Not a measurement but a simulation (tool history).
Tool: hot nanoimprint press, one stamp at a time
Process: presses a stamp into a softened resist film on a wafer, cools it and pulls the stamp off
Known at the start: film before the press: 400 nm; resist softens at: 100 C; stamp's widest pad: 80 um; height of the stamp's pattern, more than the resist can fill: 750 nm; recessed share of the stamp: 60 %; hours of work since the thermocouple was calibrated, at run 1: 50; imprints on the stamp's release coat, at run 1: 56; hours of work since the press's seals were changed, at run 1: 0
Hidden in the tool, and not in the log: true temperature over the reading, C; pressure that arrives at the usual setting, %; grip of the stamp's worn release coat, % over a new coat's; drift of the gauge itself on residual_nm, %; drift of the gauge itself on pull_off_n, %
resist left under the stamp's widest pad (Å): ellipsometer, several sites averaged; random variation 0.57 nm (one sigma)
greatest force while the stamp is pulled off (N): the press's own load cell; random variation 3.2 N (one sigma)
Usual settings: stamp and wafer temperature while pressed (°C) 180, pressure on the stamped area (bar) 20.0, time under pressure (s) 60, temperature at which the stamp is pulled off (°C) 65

run	day	stamp and wafer temperature while pressed (°C)	pressure on the stamped area (bar)	time under pressure (s)	temperature at which the stamp is pulled off (°C)	hours of work since the thermocouple was calibrated	imprints on the stamp's release coat	hours of work since the press's seals were changed	resist left under the stamp's widest pad (Å)	greatest force while the stamp is pulled off (N)
1	0.000	180	20.0	60	65	50	56	0	1551	155
2	2.658	180	20.0	60	65	90	339	40	1531	165
3	4.696	180	20.0	60	65	121	556	71	1527	163
4	6.567	180	20.0	60	65	149	755	99	1525	184
5	7.975	180	20.0	60	65	170	905	121	1524	190
6	9.838	180	31.4	60	65	199	1103	149	1220	186
7	11.321	180	31.4	60	65	221	1262	171	1217	203
8	13.208	180	31.4	60	65	250	1463	200	1202	208
# day 14.158: stamp cleaned and given a new release coat
9	15.738	180	31.4	60	65	284	168	234	1205	155
10	17.383	180	31.4	60	65	309	344	259	1201	161
11	19.538	180	31.4	60	65	342	573	292	1183	167
# day 20.658: plate thermocouple calibrated
12	22.171	180	31.4	60	65	23	840	330	1286	187
13	24.421	180	20.0	60	65	57	1080	364	1569	194
14	26.817	180	20.0	60	65	93	1335	400	1573	208
# day 29.158: stamp cleaned and given a new release coat
15	29.392	180	20.0	60	65	128	24	435	1556	153
16	32.179	188	21.5	60	65	171	321	477	1083	164
17	33.804	180	20.0	33	68	195	494	502	1936	150
18	36.142	180	20.0	33	68	231	743	537	1921	167
19	38.192	177	13.7	33	68	262	962	568	2471	166
20	40.567	177	13.7	33	68	297	1214	604	2462	176
21	41.979	177	13.7	33	68	319	1365	626	2447	180
22	43.388	180	15.7	60	65	340	1515	647	1684	207
# day 44.067: stamp cleaned and given a new release coat
# day 44.842: plate thermocouple calibrated
23	45.204	180	21.9	48	73	5	107	669	1665	121
24	47.362	184	20.0	115	65	38	337	702	1023	165
25	49.596	180	21.6	60	71	72	575	735	1525	142
26	51.392	189	21.1	60	53	99	766	763	1072	245
27	53.358	180	20.0	60	52	129	976	792	1568	253
28	54.633	180	20.0	60	52	148	1111	812	1567	270
29	56.575	180	20.0	44	60	178	1318	841	1738	241

Forecast each of these 3 alternatives for the next run:
A	58.604	180	20.0	60	64	208	1534	872	?	?
B	58.604	189	13.1	44	60	208	1534	872	?	?
C	58.604	180	20.0	44	52	208	1534	872	?	?

run	resist left under the stamp's widest pad (Å)	greatest force while the stamp is pulled off (N)
A	1538	216
B	1505	231
C	1741	285
Without the tool's hidden state the same runs would have given:
run	resist left under the stamp's widest pad (Å)	greatest force while the stamp is pulled off (N)
A	1556	157
B	1533	167
C	1761	205
